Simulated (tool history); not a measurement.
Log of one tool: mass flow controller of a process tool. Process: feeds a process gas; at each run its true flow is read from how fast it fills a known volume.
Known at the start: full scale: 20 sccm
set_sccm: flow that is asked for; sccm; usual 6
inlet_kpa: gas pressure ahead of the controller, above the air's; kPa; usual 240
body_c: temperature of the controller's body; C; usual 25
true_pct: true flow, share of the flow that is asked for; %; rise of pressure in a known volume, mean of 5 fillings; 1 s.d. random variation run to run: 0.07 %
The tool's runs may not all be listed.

| run | hour | set_sccm | inlet_kpa | body_c | true_pct |
|---|---|---|---|---|---|
| 1 | 0 | 6 | 240 | 25 | 97.97 |
| 2 | 132.3 | 6 | 240 | 25 | 97.95 |
| 3 | 331.2 | 6 | 240 | 25 | 97.79 |
| 4 | 436.7 | 6 | 240 | 25 | 97.83 |
| 5 | 552.4 | 6 | 240 | 25 | 97.84 |
| 6 | 641.1 | 6 | 240 | 25 | 97.96 |
| 7 | 772.3 | 6 | 240 | 25 | 97.9 |
| 8 | 857.6 | 6 | 240 | 25 | 97.8 |
| 9 | 1048.9 | 6 | 240 | 25 | 97.61 |
| 10 | 1184.5 | 6 | 240 | 25 | 97.67 |
| 11 | 1272.7 | 13 | 240 | 25 | 98.62 |
| 12 | 1393.5 | 6 | 240 | 25 | 97.74 |
| 13 | 1562.4 | 6 | 240 | 25 | 97.68 |
| 14 | 1711 | 4 | 240 | 25 | 97.44 |
| 15 | 1813.3 | 4 | 240 | 25 | 97.37 |
| 16 | 1952.6 | 4 | 240 | 25 | 97.22 |
| 17 | 2070.9 | 6 | 240 | 25 | 97.61 |
| 18 | 2161 | 6 | 240 | 25 | 97.59 |
| 19 | 2273.5 | 6 | 240 | 25 | 97.53 |
| 20 | 2370.7 | 6 | 240 | 25 | 97.7 |
| 21 | 2564.9 | 5 | 240 | 25 | 97.44 |
| 22 | 2712.6 | 5 | 240 | 25 | 97.56 |
| 23 | 2873.9 | 6 | 262 | 25 | 97.32 |
| 24 | 2999.8 | 6 | 240 | 25 | 97.53 |
| 25 | 3089.7 | 6 | 161 | 25 | 97.71 |
| 26 | 3211.1 | 6 | 240 | 28 | 97.34 |
| 27 | 3404.3 | 19 | 152 | 40 | 98.5 |
| 28 | 3565.9 | 6 | 225 | 25 | 97.43 |
| 29 | 3748.6 | 8 | 250 | 22 | 97.76 |
| 30 | 3864 | 8 | 250 | 22 | 97.93 |
| 31 | 3950.2 | 8 | 250 | 22 | 97.74 |
| 32 | 4135.1 | 8 | 250 | 22 | 97.81 |
| 33 | 4277.1 | 8 | 250 | 22 | 97.79 |
| 34 | 4414.4 | 8 | 250 | 22 | 97.86 |
| 35 | 4594.7 | 7 | 250 | 22 | 97.51 |
| 36 | 4798.2 | 3 | 277 | 24 | 96.67 |
| 37 | 4915.7 | 11 | 204 | 36 | 97.2 |
| 38 | 5102.4 | 6 | 240 | 35 | 96.53 |
|  | 5144.3 | gauge calibrated |
| 39 | 5264.9 | 2 | 256 | 22 | 97.49 |
| 40 | 5408.7 | 12 | 216 | 25 | 98.78 |
| 41 | 5592.4 | 2 | 162 | 25 | 97.53 |
| 42 | 5780.3 | 16 | 144 | 35 | 98.75 |
| 43 | 5942.1 | 16 | 144 | 30 | 99.16 |
| 44 | 6114.4 | 16 | 144 | 30 | 99.07 |
| 45 | 6199.4 | 6 | 168 | 24 | 98.1 |
| 46 | 6285.4 | 6 | 168 | 24 | 98.21 |
| 47 | 6379.7 | 6 | 168 | 24 | 98.07 |
| 48 | 6492.4 | 10 | 262 | 22 | 98.4 |

Predict each of these 4 candidate next runs independently; none follows another, all start after run 48:
| A | 6620.7 | 6 | 199 | 25 | ? |
| B | 6620.7 | 6 | 211 | 32 | ? |
| C | 6620.7 | 10 | 262 | 36 | ? |
| D | 6620.7 | 10 | 212 | 22 | ? |

| run | true_pct |
|---|---|
| A | 97.71 |
| B | 97.36 |
| C | 97.46 |
| D | 98.56 |
With no hidden state in the tool, these same runs would have given:
| run | true_pct |
|---|---|
| A | 97.94 |
| B | 97.59 |
| C | 97.69 |
| D | 98.79 |
